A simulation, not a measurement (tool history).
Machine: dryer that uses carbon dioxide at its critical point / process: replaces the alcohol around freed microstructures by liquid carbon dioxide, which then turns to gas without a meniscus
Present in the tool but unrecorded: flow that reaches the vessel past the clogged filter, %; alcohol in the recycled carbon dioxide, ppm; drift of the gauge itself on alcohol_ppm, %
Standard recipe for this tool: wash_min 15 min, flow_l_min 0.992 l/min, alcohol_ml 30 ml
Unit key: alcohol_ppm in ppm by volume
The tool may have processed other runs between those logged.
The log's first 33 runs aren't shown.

run	hour	wash_min	flow_l_min	alcohol_ml	hours of work since the filter was changed	hours of work since the purifier's bed was changed	alcohol_ppm
34	605.4	15	0.992	21	232	1003	85
35	616.1	18	1.397	30	239	1010	71
36	628.8	15	0.817	77	247	1018	270
37	640.2	15	1.01	25	254	1025	93
38	663.1	10	0.992	30	268	1039	279
39	687.4	10	0.992	30	283	1054	291
40	699.8	20	0.696	44	290	1061	131
41	715.6	20	0.696	44	300	1071	140
42	726.5	21	0.696	70	307	1078	147
43	753.2	11	0.696	26	323	1094	564
44	774.5	19	0.992	87	336	1107	92
45	790.2	21	1.312	102	346	1117	77
46	813.4	18	0.691	42	360	1131	193

Branching from run 46: 5 alternative next runs. What would each branch give?
A	826.7	12	0.992	66	368	1139	?
B	826.7	15	0.992	60	368	1139	?
C	826.7	22	0.643	35	368	1139	?
D	826.7	19	1.03	42	368	1139	?
E	826.7	18	0.691	48	368	1139	?

run	alcohol_ppm
A	304
B	139
C	122
D	84
E	190
What these runs would have given with no unlogged condition in the tool:
run	alcohol_ppm
A	155
B	43
C	27
D	4
E	74
